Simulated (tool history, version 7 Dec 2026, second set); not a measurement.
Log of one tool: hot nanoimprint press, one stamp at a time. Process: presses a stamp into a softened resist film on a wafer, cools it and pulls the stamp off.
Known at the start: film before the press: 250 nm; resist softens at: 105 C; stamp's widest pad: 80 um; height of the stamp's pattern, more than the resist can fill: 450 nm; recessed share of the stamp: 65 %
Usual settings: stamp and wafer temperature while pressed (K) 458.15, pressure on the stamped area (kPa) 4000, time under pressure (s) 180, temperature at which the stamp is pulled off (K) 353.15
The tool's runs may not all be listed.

| run | hour | stamp and wafer temperature while pressed (K) | pressure on the stamped area (kPa) | time under pressure (s) | temperature at which the stamp is pulled off (K) | resist left under the stamp's widest pad (angstrom) | greatest force while the stamp is pulled off (N) |
|---|---|---|---|---|---|---|---|
| 1 | 0 | 458.15 | 4000 | 180 | 353.15 | 961 | 194 |
| 2 | 51.5 | 458.15 | 4000 | 180 | 353.15 | 955 | 189 |
| 3 | 111.2 | 458.15 | 4000 | 180 | 353.15 | 956 | 189 |
| 4 | 147.1 | 458.15 | 3390 | 180 | 353.15 | 1029 | 194 |
|  | 191.3 | stamp cleaned and given a new release coat |
| 5 | 191.3 | 447.15 | 4000 | 180 | 353.15 | 1308 | 188 |
|  | 215.6 | plate thermocouple calibrated |
|  | 252.7 | press's hydraulic seals changed and the load cell set to zero |
| 6 | 256.2 | 447.15 | 4000 | 180 | 353.15 | 1309 | 195 |
| 7 | 324.3 | 447.15 | 4000 | 180 | 353.15 | 1308 | 187 |
| 8 | 377 | 447.15 | 4000 | 180 | 353.15 | 1305 | 193 |
|  | 440.1 | stamp cleaned and given a new release coat |
| 9 | 447.9 | 447.15 | 4000 | 180 | 353.15 | 1305 | 188 |
| 10 | 507.4 | 447.15 | 4000 | 180 | 353.15 | 1299 | 189 |
| 11 | 558.9 | 458.15 | 4000 | 150 | 353.15 | 1021 | 191 |
|  | 594.2 | plate thermocouple calibrated |
| 12 | 622.5 | 447.15 | 4000 | 180 | 348.15 | 1301 | 209 |
|  | 678.6 | stamp cleaned and given a new release coat |
| 13 | 698.5 | 447.15 | 6350 | 180 | 340.15 | 1079 | 231 |
| 14 | 743.3 | 447.15 | 6350 | 180 | 340.15 | 1077 | 233 |
| 15 | 792.4 | 447.15 | 6350 | 180 | 340.15 | 1077 | 227 |
| 16 | 864.4 | 447.15 | 6350 | 180 | 340.15 | 1076 | 238 |
| 17 | 902.9 | 462.15 | 4000 | 180 | 341.15 | 840 | 234 |
|  | 914.5 | stamp cleaned and given a new release coat |
|  | 973.3 | plate thermocouple calibrated |
| 18 | 985.6 | 453.15 | 3750 | 180 | 353.15 | 1115 | 188 |
| 19 | 1062.6 | 456.15 | 3120 | 112 | 351.15 | 1318 | 195 |

Forecast each of these 3 alternatives for the next run:
|  | 1093.5 | gauge calibrated |
| A | 1118 | 462.15 | 4000 | 149 | 353.15 | ? | ? |
|  | 1093.5 | gauge calibrated |
| B | 1118 | 456.15 | 2510 | 95 | 338.15 | ? | ? |
|  | 1093.5 | gauge calibrated |
| C | 1118 | 458.15 | 3980 | 180 | 350.15 | ? | ? |

| run | resist left under the stamp's widest pad (angstrom) | greatest force while the stamp is pulled off (N) |
|---|---|---|
| A | 925 | 195 |
| B | 1531 | 244 |
| C | 959 | 200 |
Without the tool's hidden state the same runs would have given:
| run | resist left under the stamp's widest pad (angstrom) | greatest force while the stamp is pulled off (N) |
|---|---|---|
| A | 925 | 194 |
| B | 1531 | 243 |
| C | 960 | 199 |
